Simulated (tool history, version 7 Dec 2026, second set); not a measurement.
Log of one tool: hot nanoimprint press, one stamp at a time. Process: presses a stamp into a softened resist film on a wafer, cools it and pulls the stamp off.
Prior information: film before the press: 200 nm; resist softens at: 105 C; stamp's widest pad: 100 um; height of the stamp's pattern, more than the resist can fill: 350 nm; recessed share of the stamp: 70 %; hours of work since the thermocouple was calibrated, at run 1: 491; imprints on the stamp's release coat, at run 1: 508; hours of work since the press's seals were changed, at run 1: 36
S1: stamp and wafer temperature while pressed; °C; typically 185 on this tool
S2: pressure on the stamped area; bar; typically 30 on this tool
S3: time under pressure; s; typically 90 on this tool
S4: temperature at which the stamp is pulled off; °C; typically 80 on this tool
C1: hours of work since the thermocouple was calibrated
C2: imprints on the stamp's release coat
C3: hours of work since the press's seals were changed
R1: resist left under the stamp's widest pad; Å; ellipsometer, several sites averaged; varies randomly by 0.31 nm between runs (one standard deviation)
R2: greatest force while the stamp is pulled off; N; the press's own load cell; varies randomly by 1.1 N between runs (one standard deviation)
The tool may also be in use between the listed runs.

run	hour	S1	S2	S3	S4	C1	C2	C3	R1	R2
1	0	185	30	90	80	491	508	36	1040	122
2	5.8	185	30	90	80	493	524	38	1040	122
3	17.3	185	30	90	80	498	555	43	1042	122
4	23.4	197	30	90	80	501	572	46	675	123
5	35.4	197	30	90	80	506	605	51	675	123
6	48.1	185	30	90	72	512	640	57	1042	143
7	55.7	185	30	90	80	515	660	60	1041	125
8	64.7	185	30	90	80	519	685	64	1046	124
9	74.4	185	30	58	80	523	711	68	1205	123
10	87.7	185	30	58	80	529	748	74	1205	124
11	93.6	185	30	58	80	532	764	77	1203	127
12	106.3	185	30	90	80	537	798	82	1038	124
13	119.8	185	30	90	80	543	835	88	1041	124
14	132.5	185	30	90	80	549	870	94	1037	127
15	145.8	185	25.2	90	80	555	906	99	1110	126
16	154.1	185	25.2	64	80	558	929	103	1234	127

Run 17 has not been measured yet. What should we expect?
17	160.9	185	25.2	64	80	561	948	106	?	?

Run 17 measured R1 1238 Å, R2 128 N.
On a tool with no hidden condition, and with the same random variation, this run would have come out at R1 1299 Å, R2 116 N.

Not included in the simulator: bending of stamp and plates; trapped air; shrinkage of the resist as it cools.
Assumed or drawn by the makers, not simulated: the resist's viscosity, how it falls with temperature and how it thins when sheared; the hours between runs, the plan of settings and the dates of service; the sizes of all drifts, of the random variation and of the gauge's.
